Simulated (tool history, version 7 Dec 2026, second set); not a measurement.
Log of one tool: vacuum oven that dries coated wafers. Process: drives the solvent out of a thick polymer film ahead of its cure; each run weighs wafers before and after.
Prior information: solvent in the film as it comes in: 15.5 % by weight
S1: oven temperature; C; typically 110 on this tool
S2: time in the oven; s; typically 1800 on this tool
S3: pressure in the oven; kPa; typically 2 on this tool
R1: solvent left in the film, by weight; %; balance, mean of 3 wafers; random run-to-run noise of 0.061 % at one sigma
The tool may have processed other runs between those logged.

run	day	S1	S2	S3	R1
1	0	110	1800	2	3.34
2	0.521	110	1800	2	3.25
3	1.312	110	1800	2.76	4.07
4	2.096	110	1800	2.76	4.13
5	2.817	110	1800	2.76	4.1
6	3.629	110	1800	2.76	4.03
7	4.154	110	1800	2.76	4.1
8	4.621	110	1800	2.76	4.03
9	5.325	123	2640	3.86	2.87
10	6.008	110	1800	2.72	4
11	6.867	110	1800	2.72	4.13
12	7.65	110	1800	2.72	4.07
13	8.421	111	1500	1.76	3.29
14	9.225	103	1800	2	4.94
15	10.117	98	1320	1.13	6.59
16	11	108	1800	2.87	4.71

Run by run, hidden condition taken away, random variation retained:
What the log doesn't record here: true wafer temperature over the reading, C; true pressure over the reading, kPa; drift of the gauge itself on solvent_pct, %.
run	R1
1	3.46
2	3.38
3	4.22
4	4.28
5	4.24
6	4.18
7	4.24
8	4.17
9	2.91
10	4.15
11	4.28
12	4.23
13	3.44
14	5.14
15	6.81
16	4.89
